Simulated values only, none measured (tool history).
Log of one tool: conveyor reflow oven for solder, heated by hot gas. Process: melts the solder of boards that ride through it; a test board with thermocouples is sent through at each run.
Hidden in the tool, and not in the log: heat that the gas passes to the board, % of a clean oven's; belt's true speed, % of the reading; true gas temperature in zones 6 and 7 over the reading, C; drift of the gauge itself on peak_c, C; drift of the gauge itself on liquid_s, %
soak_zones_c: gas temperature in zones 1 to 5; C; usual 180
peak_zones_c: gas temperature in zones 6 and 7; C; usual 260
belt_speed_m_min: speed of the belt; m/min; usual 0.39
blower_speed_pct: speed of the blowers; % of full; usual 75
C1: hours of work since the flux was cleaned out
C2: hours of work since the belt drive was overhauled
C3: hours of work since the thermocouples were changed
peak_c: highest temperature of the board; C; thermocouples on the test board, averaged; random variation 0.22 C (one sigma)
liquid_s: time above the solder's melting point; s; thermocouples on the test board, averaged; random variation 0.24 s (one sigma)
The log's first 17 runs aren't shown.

Run 18, hour 144.1: usual settings but peak_zones_c 248 C, belt_speed_m_min 0.318 m/min; C1 365; C2 359; C3 118. Result: peak_c 241.7 C, liquid_s 83.6 s.
Run 19, hour 150: usual settings but peak_zones_c 248 C, belt_speed_m_min 0.318 m/min; C1 368; C2 362; C3 121. Result: peak_c 242.2 C, liquid_s 83.7 s.
Run 20, hour 160.7: usual settings but soak_zones_c 173 C, blower_speed_pct 60 % of full; C1 373; C2 366; C3 125. Result: peak_c 245.9 C, liquid_s 63.8 s.
Run 21, hour 171: usual settings but soak_zones_c 173 C, blower_speed_pct 60 % of full; C1 378; C2 371; C3 130. Result: peak_c 245.9 C, liquid_s 63.3 s.
At hour 179.2: flux residue cleaned out of gas plates and filters.
Run 22, hour 186.4: usual settings but soak_zones_c 173 C, blower_speed_pct 60 % of full; C1 3; C2 376; C3 135. Result: peak_c 247.6 C, liquid_s 65.9 s.
Run 23, hour 196.4: usual settings but soak_zones_c 173 C, blower_speed_pct 60 % of full; C1 8; C2 380; C3 139. Result: peak_c 247.4 C, liquid_s 65.6 s.
Run 24, hour 201.8: usual settings but soak_zones_c 173 C, blower_speed_pct 60 % of full; C1 10; C2 383; C3 142. Result: peak_c 247.8 C, liquid_s 66.1 s.
Run 25, hour 207.9: usual settings but soak_zones_c 169 C, peak_zones_c 267 C; C1 13; C2 386; C3 145. Result: peak_c 256.4 C, liquid_s 72.5 s.
Run 26, hour 217.7: usual settings but soak_zones_c 169 C, peak_zones_c 267 C; C1 18; C2 390; C3 149. Result: peak_c 255.9 C, liquid_s 72.4 s.
Run 27, hour 227.7: usual settings but soak_zones_c 169 C, peak_zones_c 267 C; C1 22; C2 395; C3 154. Result: peak_c 256.3 C, liquid_s 72.7 s.
Run 28, hour 238.4: usual settings but soak_zones_c 169 C, peak_zones_c 267 C; C1 27; C2 400; C3 159. Result: peak_c 256.4 C, liquid_s 72.1 s.
Run 29, hour 245.5: usual settings but soak_zones_c 169 C, peak_zones_c 267 C; C1 30; C2 403; C3 162. Result: peak_c 256.1 C, liquid_s 71.8 s.
Run 30, hour 252.7: usual settings but belt_speed_m_min 0.319 m/min, blower_speed_pct 70 % of full; C1 33; C2 406; C3 165. Result: peak_c 253.9 C, liquid_s 94.9 s.
Run 31, hour 259.9: usual settings but belt_speed_m_min 0.375 m/min, blower_speed_pct 76 % of full; C1 37; C2 409; C3 168. Result: peak_c 251.9 C, liquid_s 77.9 s.
Run 32, hour 271.1: usual settings but belt_speed_m_min 0.388 m/min, blower_speed_pct 70 % of full; C1 42; C2 414; C3 173. Result: peak_c 250.2 C, liquid_s 73.1 s.

Forecast each of these 3 alternatives for the next run:
Run A, hour 282: usual settings but soak_zones_c 183 C, blower_speed_pct 70 % of full; C1 47; C2 419; C3 178. Result: peak_c ?, liquid_s ?.
Run B, hour 282: usual settings but soak_zones_c 183 C, peak_zones_c 251 C, belt_speed_m_min 0.388 m/min, blower_speed_pct 70 % of full; C1 47; C2 419; C3 178. Result: peak_c ?, liquid_s ?.
Run C, hour 282: usual settings but peak_zones_c 251 C, belt_speed_m_min 0.356 m/min, blower_speed_pct 70 % of full; C1 47; C2 419; C3 178. Result: peak_c ?, liquid_s ?.

run  peak_c  liquid_s
  A   250.4      73.9
  B   242.4      67.7
  C   243.9      74.8
Without the tool's hidden state the same runs would have given:
run  peak_c  liquid_s
  A   250.6      73.7
  B   242.5      67.5
  C     244      74.6
